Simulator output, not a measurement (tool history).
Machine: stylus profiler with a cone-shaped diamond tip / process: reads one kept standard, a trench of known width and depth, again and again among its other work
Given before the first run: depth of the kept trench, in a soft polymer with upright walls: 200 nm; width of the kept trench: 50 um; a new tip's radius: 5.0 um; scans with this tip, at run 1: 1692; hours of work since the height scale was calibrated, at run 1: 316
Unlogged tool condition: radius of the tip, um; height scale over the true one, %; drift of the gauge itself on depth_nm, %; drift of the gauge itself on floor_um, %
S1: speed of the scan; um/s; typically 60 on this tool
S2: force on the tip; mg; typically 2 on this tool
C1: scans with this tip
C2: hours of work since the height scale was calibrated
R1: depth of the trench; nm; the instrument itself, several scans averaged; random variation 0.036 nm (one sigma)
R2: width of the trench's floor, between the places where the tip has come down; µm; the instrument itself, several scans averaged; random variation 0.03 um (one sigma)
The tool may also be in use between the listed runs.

Run 1, day 0: usual settings; C1 1692; C2 316. Result: R1 201.42 nm, R2 46.69 µm.
Run 2, day 2.067: usual settings; C1 1866; C2 349. Result: R1 201.39 nm, R2 46.68 µm.
Run 3, day 4.304: usual settings; C1 2054; C2 384. Result: R1 201.41 nm, R2 46.62 µm.
Run 4, day 6.158: usual settings; C1 2210; C2 413. Result: R1 201.32 nm, R2 46.66 µm.
Run 5, day 8.217: usual settings; C1 2383; C2 445. Result: R1 201.31 nm, R2 46.67 µm.
Run 6, day 11.371: usual settings; C1 2648; C2 495. Result: R1 201.28 nm, R2 46.61 µm.
Run 7, day 14.333: usual settings; C1 2896; C2 541. Result: R1 201.26 nm, R2 46.57 µm.
Run 8, day 18.142: usual settings; C1 3217; C2 601. Result: R1 201.13 nm, R2 46.6 µm.
Run 9, day 20.562: usual settings; C1 3420; C2 639. Result: R1 201.18 nm, R2 46.55 µm.
Run 10, day 22.925: usual settings; C1 3618; C2 676. Result: R1 201.17 nm, R2 46.51 µm.
Run 11, day 25.1: usual settings; C1 3801; C2 710. Result: R1 201.19 nm, R2 46.53 µm.
Run 12, day 28.05: usual settings; C1 4049; C2 757. Result: R1 201.18 nm, R2 46.54 µm.
Run 13, day 30.204: usual settings but S1 151 um/s; C1 4230; C2 790. Result: R1 201.09 nm, R2 46 µm.
Run 14, day 32.288: usual settings but S1 151 um/s; C1 4405; C2 823. Result: R1 201.03 nm, R2 46.02 µm.
Run 15, day 35.483: usual settings; C1 4673; C2 873. Result: R1 201.05 nm, R2 46.37 µm.
Run 16, day 37.142: usual settings but S2 1.21 mg; C1 4813; C2 899. Result: R1 200.6 nm, R2 46.32 µm.
Run 17, day 39.433: usual settings but S2 4.3 mg; C1 5005; C2 935. Result: R1 202.05 nm, R2 46.53 µm.
At day 40.971: height scale calibrated on a step standard.
Run 18, day 41.042: usual settings but S1 205 um/s, S2 4.3 mg; C1 5139; C2 1. Result: R1 201.83 nm, R2 45.98 µm.
Run 19, day 44.333: usual settings but S1 205 um/s, S2 4.3 mg; C1 5415; C2 53. Result: R1 201.82 nm, R2 46.02 µm.
Run 20, day 45.979: usual settings but S1 205 um/s, S2 4.3 mg; C1 5554; C2 79. Result: R1 201.83 nm, R2 45.93 µm.
Run 21, day 47.704: usual settings but S1 205 um/s, S2 4.3 mg; C1 5698; C2 106. Result: R1 201.8 nm, R2 45.95 µm.
Run 22, day 50.988: usual settings; C1 5974; C2 157. Result: R1 200.58 nm, R2 46.3 µm.
Run 23, day 53.146: usual settings; C1 6156; C2 191. Result: R1 200.66 nm, R2 46.34 µm.
Run 24, day 54.812: usual settings but S1 201 um/s, S2 0.82 mg; C1 6296; C2 217. Result: R1 199.95 nm, R2 45.02 µm.
Run 25, day 56.796: usual settings but S1 34 um/s; C1 6462; C2 248. Result: R1 200.59 nm, R2 46.44 µm.
Run 26, day 58.358: usual settings but S1 34 um/s; C1 6593; C2 273. Result: R1 200.66 nm, R2 46.46 µm.
At day 60.158: height scale calibrated on a step standard, once more.
Run 27, day 61.258: usual settings but S1 37 um/s, S2 0.95 mg; C1 6835; C2 17. Result: R1 200.78 nm, R2 46.25 µm.
Run 28, day 64.817: usual settings but S1 104 um/s, S2 2.18 mg; C1 7134; C2 73. Result: R1 201.48 nm, R2 46.05 µm.
Run 29, day 66.488: usual settings but S1 142 um/s, S2 2.18 mg; C1 7275; C2 99. Result: R1 201.53 nm, R2 45.84 µm.
Run 30, day 69.383: usual settings but S1 24 um/s, S2 2.04 mg; C1 7518; C2 145. Result: R1 201.35 nm, R2 46.39 µm.
Run 31, day 72.867: usual settings but S1 17 um/s, S2 3.69 mg; C1 7811; C2 200. Result: R1 202.08 nm, R2 46.38 µm.
Run 32, day 76.275: usual settings but S1 17 um/s, S2 3.69 mg; C1 8097; C2 253. Result: R1 202.05 nm, R2 46.36 µm.
Run 33, day 78.917: usual settings but S2 3.18 mg; C1 8319; C2 295. Result: R1 201.81 nm, R2 46.16 µm.
Run 34, day 81.121: usual settings but S1 55 um/s, S2 2.15 mg; C1 8504; C2 329. Result: R1 201.33 nm, R2 46.16 µm.
Run 35, day 83.754: usual settings but S1 21 um/s, S2 2.87 mg; C1 8726; C2 370. Result: R1 201.66 nm, R2 46.32 µm.
Run 36, day 86.262: usual settings but S1 53 um/s, S2 1.53 mg; C1 8937; C2 410. Result: R1 200.92 nm, R2 46.02 µm.
Run 37, day 88.012: usual settings but S1 48 um/s, S2 1.45 mg; C1 9084; C2 437. Result: R1 200.87 nm, R2 46.08 µm.
Run 38, day 89.65: usual settings but S1 48 um/s, S2 1.45 mg; C1 9221; C2 463. Result: R1 200.86 nm, R2 46.09 µm.
Run 39, day 92.442: usual settings but S1 48 um/s, S2 1.45 mg; C1 9455; C2 507. Result: R1 200.88 nm, R2 46.07 µm.
Run 40, day 96.121: usual settings but S1 48 um/s, S2 1.45 mg; C1 9765; C2 565. Result: R1 200.81 nm, R2 46.04 µm.
Run 41, day 98.225: usual settings but S1 134 um/s, S2 2.2 mg; C1 9941; C2 598. Result: R1 201.17 nm, R2 45.66 µm.
Run 42, day 100.988: usual settings but S1 67 um/s, S2 5.31 mg; C1 10174; C2 641. Result: R1 202.46 nm, R2 46.14 µm.
Run 43, day 103.992: usual settings but S1 67 um/s, S2 3.08 mg; C1 10426; C2 688. Result: R1 201.51 nm, R2 45.98 µm.
Run 44, day 107.354: usual settings but S1 40 um/s, S2 2.1 mg; C1 10708; C2 741. Result: R1 201.03 nm, R2 46.07 µm.
Run 45, day 109.512: usual settings but S2 1.32 mg; C1 10890; C2 775. Result: R1 200.51 nm, R2 45.84 µm.
Run 46, day 111.921: usual settings but S2 0.97 mg; C1 11092; C2 813. Result: R1 200.3 nm, R2 45.78 µm.

4 options for the next run, each taken on its own from the tool as it stands now. Forecast them:
Run A, day 113.771: usual settings but S1 19 um/s, S2 1.82 mg; C1 11247; C2 842. Result: R1 ?, R2 ?.
Run B, day 113.771: usual settings but S2 1.35 mg; C1 11247; C2 842. Result: R1 ?, R2 ?.
Run C, day 113.771: usual settings but S1 32 um/s, S2 0.87 mg; C1 11247; C2 842. Result: R1 ?, R2 ?.
Run D, day 113.771: usual settings but S1 33 um/s, S2 1.37 mg; C1 11247; C2 842. Result: R1 ?, R2 ?.

run      R1     R2
  A  200.82  46.06
  B  200.54  45.82
  C  200.21  45.97
  D  200.53  45.98
Without the tool's hidden state the same runs would have given:
run      R1     R2
  A   201.5  47.06
  B  201.22  46.81
  C  200.89  46.96
  D   201.2  46.97
